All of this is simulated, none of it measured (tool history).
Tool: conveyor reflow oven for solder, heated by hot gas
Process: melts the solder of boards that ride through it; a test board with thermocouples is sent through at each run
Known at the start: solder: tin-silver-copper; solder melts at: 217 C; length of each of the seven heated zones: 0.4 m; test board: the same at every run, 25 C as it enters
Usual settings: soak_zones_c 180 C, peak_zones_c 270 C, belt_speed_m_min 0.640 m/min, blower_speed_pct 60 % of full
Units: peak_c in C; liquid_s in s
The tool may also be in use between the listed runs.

| run | hour | soak_zones_c | peak_zones_c | belt_speed_m_min | blower_speed_pct | peak_c | liquid_s |
|---|---|---|---|---|---|---|---|
| 1 | 0.0 | 180 | 270 | 0.640 | 60 | 250.2 | 55.5 |
| 2 | 6.4 | 180 | 270 | 0.640 | 60 | 250.2 | 55.5 |
| 3 | 14.8 | 180 | 270 | 0.640 | 60 | 250.2 | 55.3 |
| 4 | 24.4 | 180 | 270 | 0.521 | 60 | 256.6 | 75.8 |
| 5 | 33.1 | 180 | 281 | 0.640 | 60 | 259.2 | 61.7 |
| 6 | 37.9 | 180 | 281 | 0.640 | 60 | 259.1 | 61.5 |
| 7 | 44.0 | 180 | 281 | 0.640 | 60 | 259.1 | 61.8 |
| 8 | 48.5 | 177 | 281 | 0.640 | 60 | 258.5 | 59.9 |
| 9 | 58.3 | 177 | 281 | 0.640 | 60 | 258.4 | 60.1 |
| 10 | 63.8 | 177 | 281 | 0.640 | 60 | 258.5 | 59.8 |
| 11 | 70.5 | 180 | 281 | 0.640 | 60 | 259.0 | 61.6 |
| 12 | 76.1 | 180 | 281 | 0.640 | 60 | 259.0 | 61.4 |
| 13 | 80.5 | 169 | 270 | 0.640 | 60 | 247.6 | 49.3 |
| 14 | 86.6 | 169 | 270 | 0.640 | 60 | 247.6 | 49.2 |
| 15 | 96.0 | 177 | 270 | 0.640 | 60 | 249.6 | 53.7 |
| 16 | 100.8 | 174 | 263 | 0.640 | 84 | 247.3 | 52.3 |
| 17 | 107.7 | 175 | 263 | 0.659 | 84 | 246.7 | 50.2 |
| 18 | 116.4 | 193 | 282 | 0.659 | 62 | 261.9 | 66.5 |
| 19 | 126.1 | 175 | 270 | 0.761 | 60 | 241.7 | 37.0 |
| 20 | 131.6 | 183 | 262 | 0.708 | 66 | 242.1 | 44.1 |
| 21 | 138.2 | 180 | 282 | 0.640 | 60 | 259.8 | 62.0 |
| 22 | 142.8 | 180 | 270 | 0.640 | 60 | 249.8 | 55.2 |
| 23 | 149.4 | 180 | 270 | 0.640 | 60 | 249.8 | 55.3 |
| 24 | 158.2 | 179 | 270 | 0.640 | 60 | 249.7 | 54.6 |
| 25 | 162.9 | 180 | 265 | 0.640 | 60 | 245.9 | 52.0 |
| 26 | 169.9 | 180 | 265 | 0.640 | 60 | 245.7 | 52.0 |
| 27 | 178.8 | 180 | 265 | 0.640 | 60 | 245.8 | 51.7 |
| 28 | 186.8 | 180 | 265 | 0.640 | 60 | 245.8 | 51.8 |
| 29 | 192.3 | 180 | 265 | 0.640 | 60 | 245.8 | 51.8 |
| 30 | 198.5 | 180 | 283 | 0.640 | 50 | 257.4 | 60.0 |

Some steps in peak_c between neighbouring runs. How much of each would the tool show without its hidden state too (settings, what came in, random variation), and how much is left for the hidden state, with any gauge scatter that isn't in both results?
The hidden state here: heat that the gas passes to the board, % of a clean oven's; belt's true speed, % of the reading; true gas temperature in zones 6 and 7 over the reading, C; drift of the gauge itself on peak_c, C; drift of the gauge itself on liquid_s, %.
Run 5 -> 6: no setting changed, nothing entered. peak_c -0.1 C: hidden state -0.1, all else +0.0.
Run 13 -> 14: no setting changed, nothing entered. peak_c +0.0 C: hidden state -0.1, all else +0.1.
Run 17 -> 18: soak_zones_c 175 -> 193, peak_zones_c 263 -> 282, blower_speed_pct 84 -> 62. peak_c +15.2 C: hidden state -0.1, all else +15.3.
Run 18 -> 19: soak_zones_c 193 -> 175, peak_zones_c 282 -> 270, belt_speed_m_min 0.659 -> 0.761, blower_speed_pct 62 -> 60. peak_c -20.2 C: hidden state -0.1, all else -20.1.
Run 20 -> 21: soak_zones_c 183 -> 180, peak_zones_c 262 -> 282, belt_speed_m_min 0.708 -> 0.640, blower_speed_pct 66 -> 60. peak_c +17.7 C: hidden state +0.0, all else +17.7.
